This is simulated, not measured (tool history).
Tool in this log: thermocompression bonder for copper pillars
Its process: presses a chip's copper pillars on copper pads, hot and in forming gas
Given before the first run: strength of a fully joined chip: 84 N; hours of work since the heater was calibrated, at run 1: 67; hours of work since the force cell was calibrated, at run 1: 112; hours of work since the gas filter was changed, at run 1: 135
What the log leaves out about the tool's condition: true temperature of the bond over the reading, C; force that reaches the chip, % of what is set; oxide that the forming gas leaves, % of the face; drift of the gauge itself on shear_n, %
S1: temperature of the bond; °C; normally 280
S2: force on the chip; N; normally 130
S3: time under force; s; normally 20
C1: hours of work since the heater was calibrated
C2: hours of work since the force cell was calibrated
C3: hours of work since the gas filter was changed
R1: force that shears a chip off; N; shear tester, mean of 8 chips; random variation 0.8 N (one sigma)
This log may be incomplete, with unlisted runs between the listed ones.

{"run": 1, "hour": 0.0, "S1": 280, "S2": 130, "S3": 20, "C1": 67, "C2": 112, "C3": 135, "R1": 57.9}
{"run": 2, "hour": 8.3, "S1": 280, "S2": 137, "S3": 20, "C1": 71, "C2": 115, "C3": 138, "R1": 62.2}
{"run": 3, "hour": 15.6, "S1": 280, "S2": 137, "S3": 20, "C1": 74, "C2": 118, "C3": 141, "R1": 61.4}
{"run": 4, "hour": 20.7, "S1": 280, "S2": 137, "S3": 20, "C1": 76, "C2": 120, "C3": 143, "R1": 59.8}
{"run": 5, "hour": 27.8, "S1": 280, "S2": 137, "S3": 20, "C1": 79, "C2": 123, "C3": 146, "R1": 61.2}
{"run": 6, "hour": 31.9, "S1": 280, "S2": 137, "S3": 20, "C1": 80, "C2": 125, "C3": 148, "R1": 61.2}
{"run": 7, "hour": 38.8, "S1": 280, "S2": 137, "S3": 20, "C1": 83, "C2": 128, "C3": 151, "R1": 60.7}
{"run": 8, "hour": 48.0, "S1": 301, "S2": 137, "S3": 20, "C1": 87, "C2": 132, "C3": 155, "R1": 69.7}
{"run": 9, "hour": 53.8, "S1": 301, "S2": 137, "S3": 20, "C1": 90, "C2": 134, "C3": 157, "R1": 69.1}
{"run": 10, "hour": 58.1, "S1": 301, "S2": 137, "S3": 20, "C1": 91, "C2": 136, "C3": 159, "R1": 68.9}
{"run": 11, "hour": 65.0, "S1": 296, "S2": 130, "S3": 20, "C1": 94, "C2": 139, "C3": 162, "R1": 65.3}
{"run": 12, "hour": 72.8, "S1": 296, "S2": 130, "S3": 20, "C1": 98, "C2": 142, "C3": 165, "R1": 64.9}
{"run": 13, "hour": 80.7, "S1": 280, "S2": 130, "S3": 11, "C1": 101, "C2": 145, "C3": 168, "R1": 49.7}
{"run": 14, "hour": 87.7, "S1": 280, "S2": 130, "S3": 11, "C1": 104, "C2": 148, "C3": 171, "R1": 50.1}
{"run": 15, "hour": 95.5, "S1": 272, "S2": 130, "S3": 20, "C1": 107, "C2": 152, "C3": 175, "R1": 55.0}
{"run": 16, "hour": 100.7, "S1": 272, "S2": 130, "S3": 20, "C1": 109, "C2": 154, "C3": 177, "R1": 55.9}
{"run": 17, "hour": 108.9, "S1": 280, "S2": 130, "S3": 20, "C1": 113, "C2": 157, "C3": 180, "R1": 58.6}
{"hour": 111.6, "done": "heater calibrated with a thermocouple chip"}
{"run": 18, "hour": 119.7, "S1": 280, "S2": 130, "S3": 20, "C1": 3, "C2": 161, "C3": 184, "R1": 58.7}
{"run": 19, "hour": 124.3, "S1": 280, "S2": 130, "S3": 20, "C1": 5, "C2": 163, "C3": 186, "R1": 57.5}
{"run": 20, "hour": 132.4, "S1": 280, "S2": 130, "S3": 20, "C1": 9, "C2": 166, "C3": 189, "R1": 59.5}
{"run": 21, "hour": 140.7, "S1": 280, "S2": 130, "S3": 20, "C1": 12, "C2": 170, "C3": 193, "R1": 58.1}
{"run": 22, "hour": 147.4, "S1": 257, "S2": 130, "S3": 17, "C1": 15, "C2": 172, "C3": 196, "R1": 44.8}
{"run": 23, "hour": 154.0, "S1": 296, "S2": 130, "S3": 17, "C1": 18, "C2": 175, "C3": 198, "R1": 62.3}
{"run": 24, "hour": 158.4, "S1": 293, "S2": 79, "S3": 20, "C1": 20, "C2": 177, "C3": 200, "R1": 44.9}
{"hour": 162.4, "done": "heater calibrated with a thermocouple chip, once more"}
{"run": 25, "hour": 169.0, "S1": 272, "S2": 183, "S3": 10, "C1": 3, "C2": 181, "C3": 204, "R1": 55.3}
{"run": 26, "hour": 176.3, "S1": 272, "S2": 183, "S3": 26, "C1": 6, "C2": 184, "C3": 207, "R1": 67.8}
{"run": 27, "hour": 180.8, "S1": 300, "S2": 130, "S3": 10, "C1": 8, "C2": 186, "C3": 209, "R1": 56.0}
{"run": 28, "hour": 186.5, "S1": 274, "S2": 82, "S3": 20, "C1": 10, "C2": 188, "C3": 211, "R1": 35.5}
{"run": 29, "hour": 192.2, "S1": 274, "S2": 82, "S3": 20, "C1": 12, "C2": 190, "C3": 213, "R1": 35.9}
{"run": 30, "hour": 196.2, "S1": 300, "S2": 138, "S3": 39, "C1": 14, "C2": 192, "C3": 215, "R1": 71.9}
{"run": 31, "hour": 205.4, "S1": 300, "S2": 138, "S3": 39, "C1": 18, "C2": 196, "C3": 219, "R1": 72.2}
{"run": 32, "hour": 213.9, "S1": 300, "S2": 138, "S3": 39, "C1": 22, "C2": 199, "C3": 222, "R1": 71.4}
{"run": 33, "hour": 220.6, "S1": 287, "S2": 130, "S3": 58, "C1": 24, "C2": 202, "C3": 225, "R1": 69.6}
{"run": 34, "hour": 228.0, "S1": 254, "S2": 103, "S3": 20, "C1": 27, "C2": 205, "C3": 228, "R1": 33.9}
{"run": 35, "hour": 236.1, "S1": 303, "S2": 84, "S3": 11, "C1": 31, "C2": 209, "C3": 232, "R1": 42.8}
{"run": 36, "hour": 242.6, "S1": 303, "S2": 84, "S3": 11, "C1": 33, "C2": 211, "C3": 234, "R1": 41.8}
{"run": 37, "hour": 249.3, "S1": 303, "S2": 84, "S3": 11, "C1": 36, "C2": 214, "C3": 237, "R1": 41.2}
{"run": 38, "hour": 258.6, "S1": 303, "S2": 84, "S3": 11, "C1": 40, "C2": 218, "C3": 241, "R1": 41.2}
{"run": 39, "hour": 265.1, "S1": 255, "S2": 130, "S3": 20, "C1": 43, "C2": 221, "C3": 244, "R1": 43.6}

Take each entry between the runs: how does the hidden state at the last listed run before it differ from the hidden state at the first listed run after it?
Runs 17 to 18: heater calibrated with a thermocouple chip (hour 111.6)
  true temperature of the bond over the reading, C: 2 -> 2.4; oxide that the forming gas leaves, % of the face: 7.29 -> 7.42
  measured less the result without the state, R1: -3.7 -> -3.6 N
Runs 24 to 25: heater calibrated with a thermocouple chip, once more (hour 162.4)
  true temperature of the bond over the reading, C: 2.6 -> -1.4; oxide that the forming gas leaves, % of the face: 8.01 -> 8.15
  measured less the result without the state, R1: -2.8 -> -5.8 N

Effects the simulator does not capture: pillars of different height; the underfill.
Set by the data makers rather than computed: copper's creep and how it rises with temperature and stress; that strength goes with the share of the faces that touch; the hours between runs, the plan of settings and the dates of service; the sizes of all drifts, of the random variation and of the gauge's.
